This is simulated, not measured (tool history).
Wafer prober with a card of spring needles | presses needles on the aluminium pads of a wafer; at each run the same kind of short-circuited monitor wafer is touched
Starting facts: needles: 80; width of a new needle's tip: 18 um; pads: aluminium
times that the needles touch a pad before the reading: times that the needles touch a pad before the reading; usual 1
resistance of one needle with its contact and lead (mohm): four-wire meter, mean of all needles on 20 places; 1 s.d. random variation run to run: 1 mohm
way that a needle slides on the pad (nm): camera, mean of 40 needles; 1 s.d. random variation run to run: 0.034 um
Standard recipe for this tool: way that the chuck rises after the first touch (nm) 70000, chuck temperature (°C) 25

run	hour	way that the chuck rises after the first touch (nm)	chuck temperature (°C)	times that the needles touch a pad before the reading	resistance of one needle with its contact and lead (mohm)	way that a needle slides on the pad (nm)
1	0	70000	25	1	179	11480
# hour 2.4: tips cleaned on abrasive film
# hour 8.1: tips cleaned on abrasive film
# hour 12.7: tips cleaned on abrasive film
# hour 18.4: tips cleaned on abrasive film
# hour 24.2: tips cleaned on abrasive film
# hour 28.8: tips cleaned on abrasive film
# hour 34.5: tips cleaned on abrasive film
2	38.4	70000	25	1	182	11400
# hour 39.6: tips cleaned on abrasive film
# hour 44.2: tips cleaned on abrasive film
# hour 50: tips cleaned on abrasive film
# hour 54.6: tips cleaned on abrasive film
# hour 60.3: tips cleaned on abrasive film
# hour 64.9: tips cleaned on abrasive film
# hour 69.5: tips cleaned on abrasive film
# hour 75.3: tips cleaned on abrasive film
# hour 81: tips cleaned on abrasive film
# hour 85.6: tips cleaned on abrasive film
3	86	73000	25	1	177	11790
# hour 90.6: tips cleaned on abrasive film
# hour 95.2: tips cleaned on abrasive film
# hour 101: tips cleaned on abrasive film
# hour 106.7: tips cleaned on abrasive film
# hour 111.3: tips cleaned on abrasive film
# hour 117.1: tips cleaned on abrasive film
# hour 122.8: tips cleaned on abrasive film
# hour 128.6: tips cleaned on abrasive film
# hour 134.3: tips cleaned on abrasive film
4	134.9	73000	26	1	177	11750
# hour 139.6: tips cleaned on abrasive film
# hour 145.3: tips cleaned on abrasive film
# hour 151: tips cleaned on abrasive film
# hour 156.8: tips cleaned on abrasive film
5	160.1	70000	57	1	187	11200
# hour 162.4: tips cleaned on abrasive film
# hour 168.2: tips cleaned on abrasive film
# hour 172.8: tips cleaned on abrasive film
# hour 177.4: tips cleaned on abrasive film
# hour 183.1: tips cleaned on abrasive film
# hour 187.7: tips cleaned on abrasive film
# hour 193.5: tips cleaned on abrasive film
# hour 198.1: tips cleaned on abrasive film
# hour 203.8: tips cleaned on abrasive film
6	204.8	70000	57	1	184	11140
# hour 209.4: tips cleaned on abrasive film
# hour 214: tips cleaned on abrasive film
# hour 219.8: tips cleaned on abrasive film
# hour 224.4: tips cleaned on abrasive film
# hour 230.1: tips cleaned on abrasive film
# hour 235.8: tips cleaned on abrasive film
7	238	51000	57	1	197	7860
# hour 241.5: tips cleaned on abrasive film
# hour 247.3: tips cleaned on abrasive film
# hour 253: tips cleaned on abrasive film
# hour 258.7: tips cleaned on abrasive film
# hour 264.5: tips cleaned on abrasive film
# hour 267: height of the first contact set anew
# hour 270.5: tips cleaned on abrasive film
# hour 275.1: tips cleaned on abrasive film
# hour 280.9: tips cleaned on abrasive film
# hour 285.5: tips cleaned on abrasive film
# hour 291.2: tips cleaned on abrasive film
8	294.1	51000	57	1	194	8410
# hour 296.5: tips cleaned on abrasive film
# hour 302.2: tips cleaned on abrasive film
# hour 307.9: tips cleaned on abrasive film
# hour 312.6: tips cleaned on abrasive film
# hour 318.3: tips cleaned on abrasive film
9	322.3	70000	25	1	183	11520
# hour 323.5: tips cleaned on abrasive film
# hour 328.2: tips cleaned on abrasive film
# hour 333.9: tips cleaned on abrasive film
# hour 339.6: tips cleaned on abrasive film
# hour 345.4: tips cleaned on abrasive film
# hour 350: tips cleaned on abrasive film
# hour 354.6: tips cleaned on abrasive film
# hour 360.3: tips cleaned on abrasive film
10	363.1	70000	25	1	180	11410
# hour 365.5: tips cleaned on abrasive film
# hour 371.2: tips cleaned on abrasive film
# hour 376.9: tips cleaned on abrasive film
# hour 381.6: tips cleaned on abrasive film
# hour 387.3: tips cleaned on abrasive film
# hour 391.9: tips cleaned on abrasive film
# hour 397: tips cleaned on abrasive film
11	397	70000	87	1	186	11450
# hour 401.6: tips cleaned on abrasive film
# hour 407.3: tips cleaned on abrasive film
# hour 411.9: tips cleaned on abrasive film
# hour 417.7: tips cleaned on abrasive film
# hour 423.4: tips cleaned on abrasive film
# hour 429.1: tips cleaned on abrasive film
# hour 434.9: tips cleaned on abrasive film
# hour 440.5: tips cleaned on abrasive film
12	440.5	88000	44	1	177	14340
# hour 446.2: tips cleaned on abrasive film
# hour 450.8: tips cleaned on abrasive film
# hour 456.6: tips cleaned on abrasive film
# hour 462.3: tips cleaned on abrasive film
# hour 468.1: tips cleaned on abrasive film
# hour 473.8: tips cleaned on abrasive film
13	476.5	85000	37	2	177	13710
# hour 478.8: tips cleaned on abrasive film
# hour 483.5: tips cleaned on abrasive film
# hour 489.2: tips cleaned on abrasive film
# hour 494.9: tips cleaned on abrasive film
# hour 499.5: tips cleaned on abrasive film
# hour 505.3: tips cleaned on abrasive film
# hour 511: tips cleaned on abrasive film
# hour 516.8: tips cleaned on abrasive film
# hour 522.5: tips cleaned on abrasive film
# hour 527.1: tips cleaned on abrasive film
# hour 532.3: tips cleaned on abrasive film
14	532.3	70000	30	1	177	11130
# hour 536.9: tips cleaned on abrasive film
# hour 541.5: tips cleaned on abrasive film
# hour 547.3: tips cleaned on abrasive film
# hour 551.9: tips cleaned on abrasive film
# hour 557.6: tips cleaned on abrasive film
# hour 562.5: tips cleaned on abrasive film
15	562.5	70000	30	1	177	11080
# hour 568.2: tips cleaned on abrasive film
# hour 572.8: tips cleaned on abrasive film
# hour 578.6: tips cleaned on abrasive film
# hour 584.3: tips cleaned on abrasive film
# hour 590: tips cleaned on abrasive film
# hour 595.8: tips cleaned on abrasive film
# hour 598.3: height of the first contact set anew
# hour 601.8: tips cleaned on abrasive film
# hour 606.4: tips cleaned on abrasive film
# hour 611: tips cleaned on abrasive film
# hour 616.8: tips cleaned on abrasive film
# hour 622.5: tips cleaned on abrasive film
16	623.5	70000	91	3	190	11560
# hour 628.1: tips cleaned on abrasive film
# hour 633.9: tips cleaned on abrasive film
# hour 639.6: tips cleaned on abrasive film
# hour 645.4: tips cleaned on abrasive film
# hour 651.1: tips cleaned on abrasive film
# hour 656.8: tips cleaned on abrasive film
# hour 661.5: tips cleaned on abrasive film
# hour 667.2: tips cleaned on abrasive film
# hour 672.9: tips cleaned on abrasive film
# hour 677.5: tips cleaned on abrasive film
17	679.2	70000	91	3	192	11470
# hour 682.7: tips cleaned on abrasive film
# hour 687.3: tips cleaned on abrasive film
# hour 693: tips cleaned on abrasive film
# hour 697.6: tips cleaned on abrasive film
# hour 703.4: tips cleaned on abrasive film
# hour 709.1: tips cleaned on abrasive film
# hour 714.8: tips cleaned on abrasive film
# hour 720.6: tips cleaned on abrasive film
# hour 726.3: tips cleaned on abrasive film
# hour 730.9: tips cleaned on abrasive film
18	734.8	70000	90	2	193	11360
# hour 736.1: tips cleaned on abrasive film
# hour 741.8: tips cleaned on abrasive film
# hour 747.5: tips cleaned on abrasive film
# hour 752.2: tips cleaned on abrasive film
# hour 757.9: tips cleaned on abrasive film
# hour 763.6: tips cleaned on abrasive film
# hour 768.2: tips cleaned on abrasive film
# hour 774: tips cleaned on abrasive film
19	774.4	56000	62	1	190	8940
# hour 779: tips cleaned on abrasive film
# hour 784.7: tips cleaned on abrasive film
# hour 789.4: tips cleaned on abrasive film
# hour 794: tips cleaned on abrasive film
# hour 799.7: tips cleaned on abrasive film
20	800.2	56000	62	1	190	8860

Forecast each of these 3 alternatives for the next run:
# hour 804.8: tips cleaned on abrasive film
# hour 810.5: tips cleaned on abrasive film
# hour 815.1: tips cleaned on abrasive film
# hour 820.9: tips cleaned on abrasive film
# hour 825.5: tips cleaned on abrasive film
# hour 831.2: tips cleaned on abrasive film
# hour 835.8: tips cleaned on abrasive film
A	839.4	56000	59	1	?	?
# hour 804.8: tips cleaned on abrasive film
# hour 810.5: tips cleaned on abrasive film
# hour 815.1: tips cleaned on abrasive film
# hour 820.9: tips cleaned on abrasive film
# hour 825.5: tips cleaned on abrasive film
# hour 831.2: tips cleaned on abrasive film
# hour 835.8: tips cleaned on abrasive film
B	839.4	56000	45	2	?	?
# hour 804.8: tips cleaned on abrasive film
# hour 810.5: tips cleaned on abrasive film
# hour 815.1: tips cleaned on abrasive film
# hour 820.9: tips cleaned on abrasive film
# hour 825.5: tips cleaned on abrasive film
# hour 831.2: tips cleaned on abrasive film
# hour 835.8: tips cleaned on abrasive film
C	839.4	89000	109	2	?	?

run	resistance of one needle with its contact and lead (mohm)	way that a needle slides on the pad (nm)
A	200	8810
B	190	8830
C	193	14330
Without the tool's unlogged condition, the same runs would have read:
run	resistance of one needle with its contact and lead (mohm)	way that a needle slides on the pad (nm)
A	182	9300
B	178	9320
C	188	14820

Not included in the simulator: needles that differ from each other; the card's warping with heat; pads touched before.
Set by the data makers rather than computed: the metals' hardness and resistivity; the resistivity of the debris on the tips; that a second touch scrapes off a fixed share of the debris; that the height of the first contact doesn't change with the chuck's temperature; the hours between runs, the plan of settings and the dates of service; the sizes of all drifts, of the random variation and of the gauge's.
